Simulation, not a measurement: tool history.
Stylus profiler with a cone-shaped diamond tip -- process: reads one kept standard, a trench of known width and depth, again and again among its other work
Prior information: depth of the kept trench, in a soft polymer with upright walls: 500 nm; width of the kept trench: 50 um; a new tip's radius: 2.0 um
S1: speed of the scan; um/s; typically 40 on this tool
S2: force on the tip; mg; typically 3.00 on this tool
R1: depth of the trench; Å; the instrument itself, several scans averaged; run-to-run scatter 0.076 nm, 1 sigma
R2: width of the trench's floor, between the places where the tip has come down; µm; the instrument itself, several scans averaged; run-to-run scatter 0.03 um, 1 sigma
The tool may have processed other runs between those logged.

| run | hour | S1 | S2 | R1 | R2 |
|---|---|---|---|---|---|
| 1 | 0.0 | 40 | 3.00 | 5053.1 | 45.07 |
| 2 | 17.2 | 40 | 3.00 | 5051.5 | 45.06 |
| 3 | 31.2 | 40 | 3.00 | 5052.5 | 45.08 |
| 4 | 44.2 | 40 | 3.00 | 5052.1 | 45.03 |
| 5 | 60.7 | 40 | 3.00 | 5052.3 | 44.98 |
| 6 | 78.4 | 40 | 1.59 | 5030.2 | 44.95 |
| 7 | 95.1 | 40 | 1.59 | 5031.6 | 44.91 |
| 8 | 106.6 | 40 | 3.00 | 5050.6 | 44.94 |
| 9 | 123.3 | 40 | 3.00 | 5051.2 | 44.93 |
| 10 | 134.5 | 40 | 3.00 | 5051.5 | 44.93 |
| 11 | 151.6 | 40 | 3.00 | 5050.5 | 44.91 |
| 12 | 165.7 | 54 | 3.00 | 5050.4 | 44.84 |
| 13 | 179.3 | 40 | 7.81 | 5105.2 | 44.96 |
| 14 | 187.0 | 40 | 3.00 | 5049.5 | 44.92 |
| 15 | 201.9 | 56 | 3.00 | 5051.3 | 44.80 |
| 16 | 220.9 | 56 | 3.00 | 5062.7 | 47.01 |
| 17 | 231.9 | 56 | 3.00 | 5062.0 | 47.07 |
| 18 | 247.5 | 56 | 1.37 | 5037.0 | 46.85 |
| 19 | 257.4 | 139 | 3.00 | 5062.8 | 46.53 |
| 20 | 272.3 | 139 | 3.00 | 5063.1 | 46.52 |
| 21 | 282.1 | 139 | 1.01 | 5030.8 | 46.00 |
| 22 | 299.6 | 139 | 1.01 | 5030.9 | 45.95 |
| 23 | 317.4 | 139 | 1.01 | 5031.4 | 45.95 |
| 24 | 332.5 | 40 | 2.18 | 5051.1 | 46.93 |
| 25 | 340.6 | 81 | 2.11 | 5046.7 | 46.60 |
| 26 | 352.9 | 28 | 2.62 | 5052.8 | 47.01 |
| 27 | 369.8 | 28 | 2.62 | 5052.0 | 46.95 |
| 28 | 385.7 | 23 | 1.80 | 5040.5 | 46.91 |
| 29 | 396.5 | 23 | 2.28 | 5047.8 | 46.89 |
| 30 | 409.6 | 23 | 2.28 | 5047.9 | 46.88 |
| 31 | 419.6 | 61 | 5.37 | 5086.8 | 46.78 |
| 32 | 438.0 | 27 | 7.18 | 5106.6 | 46.87 |
| 33 | 453.3 | 27 | 7.18 | 5105.4 | 46.86 |
| 34 | 465.5 | 159 | 5.63 | 5089.9 | 46.34 |
| 35 | 475.1 | 26 | 3.91 | 5069.4 | 46.80 |
| 36 | 488.4 | 40 | 1.11 | 5028.0 | 46.57 |
| 37 | 500.4 | 42 | 3.00 | 5059.1 | 46.62 |
| 38 | 516.1 | 42 | 3.00 | 5057.8 | 46.63 |
| 39 | 533.5 | 59 | 3.00 | 5057.5 | 46.61 |
| 40 | 545.4 | 113 | 2.11 | 5043.8 | 46.12 |
| 41 | 559.1 | 113 | 2.11 | 5045.4 | 46.14 |
| 42 | 575.1 | 53 | 2.54 | 5051.5 | 46.53 |
| 43 | 588.6 | 127 | 3.25 | 5061.6 | 46.11 |
| 44 | 606.6 | 27 | 1.03 | 5025.2 | 46.48 |
| 45 | 621.0 | 113 | 5.07 | 5082.5 | 46.21 |
| 46 | 629.9 | 108 | 7.14 | 5105.5 | 46.34 |
| 47 | 646.1 | 13 | 6.55 | 5098.6 | 46.59 |

Between the runs listed above, the log contained 3 entries, not reproduced here. Where in the sequence does each belong, and how does what the log doesn't record of the tool's condition differ from the listed run before to the listed run after?
Logged between run 15 and run 16: new tip fitted, height scale calibrated (hour 213.3)
  radius of the tip, um: 6.29 -> 2.02; height scale over the true one, %: -0.198 -> 0.032
  measured minus no-state result, R1: -10.0 -> +1.6 Å; R2: -2.26 -> -0.02 µm
Logged between run 19 and run 20: height scale calibrated on a step standard (hour 259.5)
  radius of the tip, um: 2.12 -> 2.15; height scale over the true one, %: 0.027 -> 0.039
  measured minus no-state result, R1: +1.4 -> +2.0 Å; R2: -0.08 -> -0.11 µm
Logged between run 24 and run 25: height scale calibrated on a step standard, once more (hour 339.7)
  radius of the tip, um: 2.3 -> 2.31; height scale over the true one, %: 0.031 -> -0.039
  measured minus no-state result, R1: +1.6 -> -2.0 Å; R2: -0.21 -> -0.23 µm
